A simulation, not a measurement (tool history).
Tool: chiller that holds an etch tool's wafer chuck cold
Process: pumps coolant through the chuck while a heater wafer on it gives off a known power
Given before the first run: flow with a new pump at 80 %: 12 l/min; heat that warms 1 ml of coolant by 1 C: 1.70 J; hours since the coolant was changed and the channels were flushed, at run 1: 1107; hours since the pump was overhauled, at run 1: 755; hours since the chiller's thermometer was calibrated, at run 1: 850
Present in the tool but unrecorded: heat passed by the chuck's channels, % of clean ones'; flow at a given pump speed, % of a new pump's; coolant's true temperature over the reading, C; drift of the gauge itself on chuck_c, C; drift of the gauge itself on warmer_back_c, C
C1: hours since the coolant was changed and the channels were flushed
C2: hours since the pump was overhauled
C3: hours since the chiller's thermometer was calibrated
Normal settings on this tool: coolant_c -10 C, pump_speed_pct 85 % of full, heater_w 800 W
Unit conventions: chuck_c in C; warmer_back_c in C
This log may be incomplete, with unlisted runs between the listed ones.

Run 1, hour 0.0: usual settings; C1 1107; C2 755; C3 850. Result: chuck_c -2.3 C, warmer_back_c 2.25 C.
Run 2, hour 65.1: usual settings but pump_speed_pct 70 % of full; C1 1172; C2 820; C3 915. Result: chuck_c -1.1 C, warmer_back_c 2.76 C.
Run 3, hour 118.7: usual settings; C1 1226; C2 874; C3 968. Result: chuck_c -2.2 C, warmer_back_c 2.28 C.
Run 4, hour 205.8: usual settings; C1 1313; C2 961; C3 1056. Result: chuck_c -2.2 C, warmer_back_c 2.21 C.
Run 5, hour 284.6: usual settings; C1 1392; C2 1040; C3 1134. Result: chuck_c -2.1 C, warmer_back_c 2.20 C.
Run 6, hour 374.3: usual settings; C1 1482; C2 1129; C3 1224. Result: chuck_c -2.0 C, warmer_back_c 2.22 C.
Run 7, hour 420.5: usual settings but pump_speed_pct 89 % of full; C1 1528; C2 1176; C3 1270. Result: chuck_c -2.4 C, warmer_back_c 2.11 C.
Run 8, hour 503.1: usual settings but pump_speed_pct 89 % of full; C1 1610; C2 1258; C3 1353. Result: chuck_c -2.3 C, warmer_back_c 2.17 C.
Run 9, hour 563.0: usual settings but pump_speed_pct 89 % of full; C1 1670; C2 1318; C3 1413. Result: chuck_c -2.5 C, warmer_back_c 2.22 C.
Run 10, hour 615.8: usual settings but coolant_c -13 C, heater_w 731 W; C1 1723; C2 1371; C3 1466. Result: chuck_c -5.6 C, warmer_back_c 2.09 C.
Run 11, hour 670.7: usual settings but heater_w 979 W; C1 1778; C2 1426; C3 1520. Result: chuck_c -0.2 C, warmer_back_c 2.85 C.
Run 12, hour 761.6: usual settings but coolant_c -15 C, pump_speed_pct 88 % of full, heater_w 693 W; C1 1869; C2 1517; C3 1611. Result: chuck_c -8.1 C, warmer_back_c 1.83 C.
Run 13, hour 830.1: usual settings but coolant_c -15 C, pump_speed_pct 94 % of full, heater_w 940 W; C1 1937; C2 1585; C3 1680. Result: chuck_c -6.2 C, warmer_back_c 2.41 C.
Run 14, hour 921.9: usual settings but coolant_c -15 C, pump_speed_pct 94 % of full, heater_w 940 W; C1 2029; C2 1677; C3 1772. Result: chuck_c -6.0 C, warmer_back_c 2.41 C.
Run 15, hour 999.7: usual settings but coolant_c -15 C, pump_speed_pct 94 % of full, heater_w 438 W; C1 2107; C2 1755; C3 1849. Result: chuck_c -11.1 C, warmer_back_c 1.10 C.
Run 16, hour 1076.3: usual settings but coolant_c -15 C, pump_speed_pct 94 % of full, heater_w 438 W; C1 2184; C2 1831; C3 1926. Result: chuck_c -10.7 C, warmer_back_c 1.18 C.
Run 17, hour 1166.0: usual settings but coolant_c -9 C, pump_speed_pct 65 % of full, heater_w 741 W; C1 2273; C2 1921; C3 2016. Result: chuck_c 0.5 C, warmer_back_c 2.82 C.

Below are 3 alternative next runs, each starting from the tool's condition after run 17. Predict each:
Run A, hour 1212.5: usual settings but coolant_c -17 C, pump_speed_pct 65 % of full, heater_w 901 W; C1 2320; C2 1968; C3 2062. Result: chuck_c ?, warmer_back_c ?.
Run B, hour 1212.5: usual settings but coolant_c 0 C, pump_speed_pct 65 % of full, heater_w 586 W; C1 2320; C2 1968; C3 2062. Result: chuck_c ?, warmer_back_c ?.
Run C, hour 1212.5: usual settings but coolant_c -12 C, heater_w 1182 W; C1 2320; C2 1968; C3 2062. Result: chuck_c ?, warmer_back_c ?.

run  chuck_c  warmer_back_c
  A     -5.5           3.47
  B      7.4           2.24
  C      0.6           3.40
Had the tool no hidden state, the same runs would have come out as:
run  chuck_c  warmer_back_c
  A     -6.7           3.32
  B      6.7           2.14
  C     -0.7           3.25

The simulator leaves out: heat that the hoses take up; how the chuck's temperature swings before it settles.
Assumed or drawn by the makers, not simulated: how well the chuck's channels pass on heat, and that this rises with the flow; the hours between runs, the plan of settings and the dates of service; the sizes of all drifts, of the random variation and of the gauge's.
